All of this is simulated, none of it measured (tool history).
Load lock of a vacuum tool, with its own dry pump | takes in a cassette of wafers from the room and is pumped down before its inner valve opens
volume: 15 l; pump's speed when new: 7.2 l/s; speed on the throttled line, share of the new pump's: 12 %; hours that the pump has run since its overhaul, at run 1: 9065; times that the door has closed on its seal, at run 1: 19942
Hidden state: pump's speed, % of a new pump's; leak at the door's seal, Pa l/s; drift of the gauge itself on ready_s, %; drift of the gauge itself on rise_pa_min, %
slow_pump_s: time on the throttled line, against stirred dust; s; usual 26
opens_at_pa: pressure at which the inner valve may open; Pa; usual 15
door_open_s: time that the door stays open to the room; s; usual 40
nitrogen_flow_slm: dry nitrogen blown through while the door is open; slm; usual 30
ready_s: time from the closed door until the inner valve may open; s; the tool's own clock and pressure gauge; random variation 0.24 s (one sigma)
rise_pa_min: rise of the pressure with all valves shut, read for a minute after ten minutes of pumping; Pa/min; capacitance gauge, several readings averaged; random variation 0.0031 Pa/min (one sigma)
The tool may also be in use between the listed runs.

run    hour  slow_pump_s  opens_at_pa  door_open_s  nitrogen_flow_slm  hours that the pump has run since its overhaul  times that the door has closed on its seal  incoming humidity of the room's air, %  ready_s  rise_pa_min
  1     0.0           26           15           40                 30                                            9065                                       19942                                    46.5     41.4        0.067
  2   400.3           26           15           40                 30                                            9465                                       20396                                    45.6     41.3        0.061
  3   725.7           26           15           40                 30                                            9790                                       20764                                    47.8     40.9        0.068
  4  1306.6           26           15           40                 30                                           10371                                       21422                                    47.8     41.4        0.067
  5  1776.1           26           15           40                 30                                           10841                                       21954                                    42.7     41.4        0.058
  6  2188.2           26           15          205                 30                                           11253                                       22421                                    44.3     41.5        0.095
  7  2483.5           26           11           40                 30                                           11548                                       22755                                    42.9     42.2        0.067
  8  3036.5           26           15           40                 30                                           12101                                       23381                                    44.3     41.4        0.063
  9  3572.3           36           15           40                 30                                           12637                                       23988                                    41.6     50.5        0.054
 10  3992.0           36           15           40                 30                                           13057                                       24464                                    46.7     49.7        0.061
 11  4265.3           36           15           40                 30                                           13330                                       24773                                    44.4     49.9        0.065

The next listed run, before its measurement:
 12  4849.0           36           15           40                 30                                           13914                                       25434                                    47.1        ?            ?

{"run 12": {"ready_s": 50.2, "rise_pa_min": 0.069}}
Without the tool's hidden state the same run would have given ready_s 50.2 s, rise_pa_min 0.068 Pa/min.

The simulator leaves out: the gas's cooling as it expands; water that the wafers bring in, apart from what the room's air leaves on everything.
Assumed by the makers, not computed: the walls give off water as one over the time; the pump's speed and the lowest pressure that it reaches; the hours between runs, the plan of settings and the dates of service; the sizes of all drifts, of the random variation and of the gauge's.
